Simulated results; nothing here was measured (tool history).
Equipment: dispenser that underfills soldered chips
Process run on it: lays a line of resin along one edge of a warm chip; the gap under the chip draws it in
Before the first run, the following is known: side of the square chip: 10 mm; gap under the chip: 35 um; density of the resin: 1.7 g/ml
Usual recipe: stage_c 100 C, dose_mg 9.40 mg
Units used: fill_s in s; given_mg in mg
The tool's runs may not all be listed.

{"run": 1, "hour": 0.0, "stage_c": 100, "dose_mg": 9.4, "fill_s": 92.1, "given_mg": 8.79}
{"run": 2, "hour": 5.4, "stage_c": 100, "dose_mg": 9.4, "fill_s": 114.2, "given_mg": 8.78}
{"hour": 7.3, "done": "dispensing valve cleaned and set on the balance"}
{"run": 3, "hour": 9.8, "stage_c": 100, "dose_mg": 9.4, "fill_s": 129.7, "given_mg": 9.39}
{"hour": 15.0, "done": "new syringe of resin"}
{"run": 4, "hour": 16.7, "stage_c": 91, "dose_mg": 9.4, "fill_s": 111.4, "given_mg": 9.33}
{"run": 5, "hour": 21.3, "stage_c": 100, "dose_mg": 9.4, "fill_s": 96.6, "given_mg": 9.33}
{"run": 6, "hour": 26.7, "stage_c": 100, "dose_mg": 8.46, "fill_s": 124.2, "given_mg": 8.37}
{"run": 7, "hour": 29.7, "stage_c": 100, "dose_mg": 8.46, "fill_s": 137.2, "given_mg": 8.31}
{"hour": 33.3, "done": "new syringe of resin"}
{"run": 8, "hour": 36.2, "stage_c": 100, "dose_mg": 8.46, "fill_s": 88.9, "given_mg": 8.39}
{"run": 9, "hour": 42.5, "stage_c": 100, "dose_mg": 9.4, "fill_s": 111.9, "given_mg": 9.28}
{"run": 10, "hour": 47.5, "stage_c": 100, "dose_mg": 9.4, "fill_s": 134.6, "given_mg": 9.17}
{"run": 11, "hour": 50.3, "stage_c": 100, "dose_mg": 9.4, "fill_s": 149.2, "given_mg": 9.23}
{"hour": 51.9, "done": "new syringe of resin"}
{"run": 12, "hour": 55.4, "stage_c": 100, "dose_mg": 9.4, "fill_s": 87.7, "given_mg": 9.19}
{"run": 13, "hour": 59.9, "stage_c": 100, "dose_mg": 9.4, "fill_s": 103.9, "given_mg": 9.16}
{"run": 14, "hour": 66.5, "stage_c": 98, "dose_mg": 9.4, "fill_s": 144.8, "given_mg": 9.17}
{"hour": 70.0, "done": "new syringe of resin"}
{"run": 15, "hour": 73.6, "stage_c": 100, "dose_mg": 9.26, "fill_s": 87.9, "given_mg": 8.98}
{"run": 16, "hour": 78.6, "stage_c": 100, "dose_mg": 10.87, "fill_s": 106.1, "given_mg": 10.53}
{"run": 17, "hour": 82.8, "stage_c": 111, "dose_mg": 9.4, "fill_s": 90.1, "given_mg": 9.06}
{"run": 18, "hour": 86.8, "stage_c": 111, "dose_mg": 9.4, "fill_s": 104.7, "given_mg": 9.11}
{"hour": 88.5, "done": "new syringe of resin"}
{"run": 19, "hour": 92.6, "stage_c": 111, "dose_mg": 9.4, "fill_s": 66.4, "given_mg": 9.02}
{"run": 20, "hour": 96.7, "stage_c": 87, "dose_mg": 10.49, "fill_s": 166.6, "given_mg": 10.01}
{"run": 21, "hour": 101.0, "stage_c": 110, "dose_mg": 9.24, "fill_s": 93.6, "given_mg": 8.86}
{"run": 22, "hour": 105.3, "stage_c": 110, "dose_mg": 9.24, "fill_s": 111.5, "given_mg": 8.84}
{"hour": 107.0, "done": "new syringe of resin"}
{"run": 23, "hour": 110.7, "stage_c": 110, "dose_mg": 9.24, "fill_s": 67.3, "given_mg": 8.79}
{"run": 24, "hour": 113.9, "stage_c": 102, "dose_mg": 9.0, "fill_s": 98.8, "given_mg": 8.49}
{"run": 25, "hour": 117.0, "stage_c": 102, "dose_mg": 9.0, "fill_s": 111.0, "given_mg": 8.5}
{"run": 26, "hour": 122.3, "stage_c": 102, "dose_mg": 9.0, "fill_s": 136.1, "given_mg": 8.51}
{"hour": 124.9, "done": "new syringe of resin"}
{"run": 27, "hour": 126.7, "stage_c": 102, "dose_mg": 9.0, "fill_s": 81.2, "given_mg": 8.47}
{"run": 28, "hour": 132.4, "stage_c": 103, "dose_mg": 9.08, "fill_s": 96.5, "given_mg": 8.58}
{"run": 29, "hour": 137.8, "stage_c": 102, "dose_mg": 8.84, "fill_s": 124.6, "given_mg": 8.3}
{"hour": 143.2, "done": "new syringe of resin"}
{"run": 30, "hour": 144.5, "stage_c": 104, "dose_mg": 11.57, "fill_s": 72.9, "given_mg": 10.84}
{"run": 31, "hour": 147.4, "stage_c": 113, "dose_mg": 11.17, "fill_s": 62.6, "given_mg": 10.48}
{"hour": 149.3, "done": "dispensing valve cleaned and set on the balance"}
{"run": 32, "hour": 152.8, "stage_c": 114, "dose_mg": 11.31, "fill_s": 70.5, "given_mg": 11.26}
{"run": 33, "hour": 156.7, "stage_c": 91, "dose_mg": 9.4, "fill_s": 172.5, "given_mg": 9.38}
{"run": 34, "hour": 160.4, "stage_c": 109, "dose_mg": 10.75, "fill_s": 110.2, "given_mg": 10.61}
{"hour": 162.3, "done": "new syringe of resin"}
{"run": 35, "hour": 164.9, "stage_c": 112, "dose_mg": 8.04, "fill_s": 62.6, "given_mg": 7.98}
{"run": 36, "hour": 171.1, "stage_c": 111, "dose_mg": 8.55, "fill_s": 81.1, "given_mg": 8.48}
{"run": 37, "hour": 175.7, "stage_c": 94, "dose_mg": 9.9, "fill_s": 158.9, "given_mg": 9.78}

3 options for the next run, each taken on its own from the tool as it stands now. Forecast them:
{"hour": 180.5, "done": "new syringe of resin"}
{"run": "A", "hour": 182.3, "stage_c": 99, "dose_mg": 11.39, "fill_s": "?", "given_mg": "?"}
{"hour": 180.5, "done": "new syringe of resin"}
{"run": "B", "hour": 182.3, "stage_c": 103, "dose_mg": 10.64, "fill_s": "?", "given_mg": "?"}
{"hour": 180.5, "done": "new syringe of resin"}
{"run": "C", "hour": 182.3, "stage_c": 108, "dose_mg": 9.9, "fill_s": "?", "given_mg": "?"}

run=A fill_s=87.9 given_mg=11.23
run=B fill_s=79.0 given_mg=10.49
run=C fill_s=65.8 given_mg=9.71
The same runs, with their run-to-run variation unchanged, on a tool lacking any hidden condition would have given:
run=A fill_s=77.4 given_mg=11.39
run=B fill_s=69.8 given_mg=10.65
run=C fill_s=58.1 given_mg=9.85
